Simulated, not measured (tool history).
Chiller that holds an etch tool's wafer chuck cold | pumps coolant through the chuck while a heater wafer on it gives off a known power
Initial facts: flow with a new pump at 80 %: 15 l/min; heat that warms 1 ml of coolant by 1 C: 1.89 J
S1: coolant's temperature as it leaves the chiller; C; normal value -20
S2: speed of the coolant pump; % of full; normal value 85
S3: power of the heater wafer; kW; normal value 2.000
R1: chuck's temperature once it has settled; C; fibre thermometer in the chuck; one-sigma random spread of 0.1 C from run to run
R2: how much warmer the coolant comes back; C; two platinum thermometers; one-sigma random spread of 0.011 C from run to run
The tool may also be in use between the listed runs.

Run 1, hour 0.0: usual settings. Result: R1 -8.6 C, R2 3.95 C.
At hour 59.7: coolant changed, channels flushed.
Run 2, hour 92.0: usual settings but S1 -27 C. Result: R1 -15.6 C, R2 3.94 C.
Run 3, hour 138.5: usual settings but S1 -14 C. Result: R1 -2.6 C, R2 3.91 C.
Run 4, hour 225.5: usual settings but S1 -28 C. Result: R1 -16.5 C, R2 3.92 C.
Run 5, hour 314.9: usual settings but S1 -21 C. Result: R1 -9.5 C, R2 3.91 C.
Run 6, hour 375.4: usual settings but S1 -21 C. Result: R1 -9.6 C, R2 3.88 C.
Run 7, hour 444.6: usual settings but S1 -26 C. Result: R1 -14.6 C, R2 3.89 C.
Run 8, hour 505.7: usual settings but S1 -26 C. Result: R1 -14.6 C, R2 3.90 C.
Run 9, hour 593.2: usual settings but S1 -26 C. Result: R1 -14.7 C, R2 3.88 C.
Run 10, hour 652.0: usual settings. Result: R1 -8.4 C, R2 3.87 C.
Run 11, hour 734.8: usual settings. Result: R1 -8.8 C, R2 3.85 C.
Run 12, hour 808.4: usual settings. Result: R1 -8.6 C, R2 3.86 C.
Run 13, hour 849.4: usual settings. Result: R1 -8.5 C, R2 3.83 C.
Run 14, hour 901.7: usual settings. Result: R1 -8.6 C, R2 3.83 C.
Run 15, hour 999.8: usual settings. Result: R1 -8.6 C, R2 3.82 C.
Run 16, hour 1075.8: usual settings but S1 -15 C, S2 69 % of full. Result: R1 -1.2 C, R2 4.85 C.
Run 17, hour 1132.3: usual settings but S1 -30 C, S2 61 % of full, S3 1.605 kW. Result: R1 -17.8 C, R2 4.48 C.
Run 18, hour 1205.6: usual settings but S1 -13 C, S2 64 % of full, S3 1.381 kW. Result: R1 -3.1 C, R2 3.61 C.

The next listed run, before its measurement:
Run 19, hour 1277.9: usual settings but S1 -18 C, S2 95 % of full, S3 1.590 kW. Result: R1 ?, R2 ?.

Run 19 measured R1 -9.6 C, R2 2.62 C.
The same run, on a tool lacking any hidden state, would have yielded R1 -9.7 C, R2 2.77 C.
